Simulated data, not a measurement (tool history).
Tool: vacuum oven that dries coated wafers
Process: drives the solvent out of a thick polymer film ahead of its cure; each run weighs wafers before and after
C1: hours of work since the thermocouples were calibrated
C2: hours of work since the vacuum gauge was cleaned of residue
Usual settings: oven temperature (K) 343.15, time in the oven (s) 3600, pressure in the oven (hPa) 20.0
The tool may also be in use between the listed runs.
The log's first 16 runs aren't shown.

run 17 hour=342.2 | oven_temperature_(K)=343.15 time_in_the_oven_(s)=3600 pressure_in_the_oven_(hPa)=20.0 | C1=49 C2=405 | solvent_left_in_the_film_(%)=2.95
run 18 hour=356.0 | oven_temperature_(K)=343.15 time_in_the_oven_(s)=3600 pressure_in_the_oven_(hPa)=20.0 | C1=59 C2=415 | solvent_left_in_the_film_(%)=2.93
run 19 hour=385.3 | oven_temperature_(K)=343.15 time_in_the_oven_(s)=3600 pressure_in_the_oven_(hPa)=20.0 | C1=82 C2=438 | solvent_left_in_the_film_(%)=2.93
run 20 hour=401.1 | oven_temperature_(K)=343.15 time_in_the_oven_(s)=3600 pressure_in_the_oven_(hPa)=35.5 | C1=95 C2=451 | solvent_left_in_the_film_(%)=4.52
run 21 hour=413.8 | oven_temperature_(K)=343.15 time_in_the_oven_(s)=3600 pressure_in_the_oven_(hPa)=35.5 | C1=104 C2=460 | solvent_left_in_the_film_(%)=4.52
run 22 hour=437.5 | oven_temperature_(K)=345.15 time_in_the_oven_(s)=2280 pressure_in_the_oven_(hPa)=31.2 | C1=123 C2=479 | solvent_left_in_the_film_(%)=4.49
run 23 hour=465.1 | oven_temperature_(K)=345.15 time_in_the_oven_(s)=2280 pressure_in_the_oven_(hPa)=31.2 | C1=144 C2=500 | solvent_left_in_the_film_(%)=4.49
run 24 hour=494.5 | oven_temperature_(K)=333.15 time_in_the_oven_(s)=3600 pressure_in_the_oven_(hPa)=22.3 | C1=167 C2=523 | solvent_left_in_the_film_(%)=6.34
run 25 hour=514.9 | oven_temperature_(K)=343.15 time_in_the_oven_(s)=3900 pressure_in_the_oven_(hPa)=20.0 | C1=183 C2=539 | solvent_left_in_the_film_(%)=2.78
run 26 hour=542.5 | oven_temperature_(K)=343.15 time_in_the_oven_(s)=3900 pressure_in_the_oven_(hPa)=20.0 | C1=205 C2=561 | solvent_left_in_the_film_(%)=2.79
run 27 hour=572.0 | oven_temperature_(K)=343.15 time_in_the_oven_(s)=3900 pressure_in_the_oven_(hPa)=20.0 | C1=228 C2=584 | solvent_left_in_the_film_(%)=2.79
run 28 hour=590.8 | oven_temperature_(K)=333.15 time_in_the_oven_(s)=2520 pressure_in_the_oven_(hPa)=20.0 | C1=242 C2=598 | solvent_left_in_the_film_(%)=7.13
run 29 hour=614.3 | oven_temperature_(K)=333.15 time_in_the_oven_(s)=2520 pressure_in_the_oven_(hPa)=20.0 | C1=261 C2=617 | solvent_left_in_the_film_(%)=7.13
run 30 hour=638.2 | oven_temperature_(K)=333.15 time_in_the_oven_(s)=2520 pressure_in_the_oven_(hPa)=20.0 | C1=279 C2=635 | solvent_left_in_the_film_(%)=7.14
run 31 hour=659.2 | oven_temperature_(K)=333.15 time_in_the_oven_(s)=2520 pressure_in_the_oven_(hPa)=20.0 | C1=295 C2=651 | solvent_left_in_the_film_(%)=7.13

Forecast run 32:
run 32 hour=683.5 | oven_temperature_(K)=333.15 time_in_the_oven_(s)=2520 pressure_in_the_oven_(hPa)=20.0 | C1=314 C2=670 | solvent_left_in_the_film_(%)=?

solvent left in the film (%): 7.12
Without the tool's hidden state the same run would have given solvent left in the film (%) 7.12.
